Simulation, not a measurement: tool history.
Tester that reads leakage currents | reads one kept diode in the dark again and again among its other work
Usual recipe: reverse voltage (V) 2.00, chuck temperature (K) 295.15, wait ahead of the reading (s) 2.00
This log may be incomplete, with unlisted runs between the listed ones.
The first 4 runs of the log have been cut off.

run,hour,reverse voltage (V),chuck temperature (K),wait ahead of the reading (s),hours of work since the probe card was cleaned,hours of work since the tester was calibrated,hours of work since the chuck was calibrated,current that the tester gives (pA)
5,178.3,1.55,295.15,2.00,1091,180,496,37.22
6,208.5,4.69,295.15,2.00,1107,197,512,63.17
7,254.3,4.69,295.15,2.00,1132,221,537,62.68
8,307.5,4.69,295.15,2.00,1160,250,565,62.90
9,354.6,4.69,295.15,2.00,1186,275,591,62.26
10,417.2,4.69,295.15,2.00,1219,309,624,61.88
11,453.9,2.00,295.15,2.00,1239,328,644,41.23
12,492.9,2.00,295.15,2.00,1260,349,665,40.89
13,554.1,2.00,295.15,2.00,1293,382,698,40.73
14,597.5,2.00,295.15,2.00,1316,406,721,40.73
15,647.2,2.00,326.15,2.00,1343,432,748,401.83
16,705.3,2.00,295.15,2.00,1374,464,779,40.20
# hour 714.9: chuck's temperature calibrated
17,753.1,2.00,300.15,1.20,1399,488,21,56.99
18,810.5,2.00,300.15,1.20,1430,519,51,56.62
19,840.8,2.00,300.15,1.20,1446,535,68,56.65
20,890.0,2.00,300.15,1.20,1472,562,94,56.51
21,943.9,3.53,293.15,2.00,1501,591,123,43.20
22,996.7,2.00,325.15,0.31,1530,619,151,350.82
23,1029.0,2.16,302.15,7.45,1547,636,169,66.13
# hour 1073.7: chuck's temperature calibrated, once more
24,1076.7,7.81,325.15,0.63,1571,661,2,795.14
25,1115.5,8.53,294.15,3.42,1592,682,22,91.85

Run 26 is up next; what results do you expect?
26,1155.6,18.40,332.15,9.82,1614,703,44,?

Logged for run 26: current that the tester gives (pA) 1821.77.
With the hidden condition absent and the run-to-run variation left alone, this run would have shown current that the tester gives (pA) 1807.24.
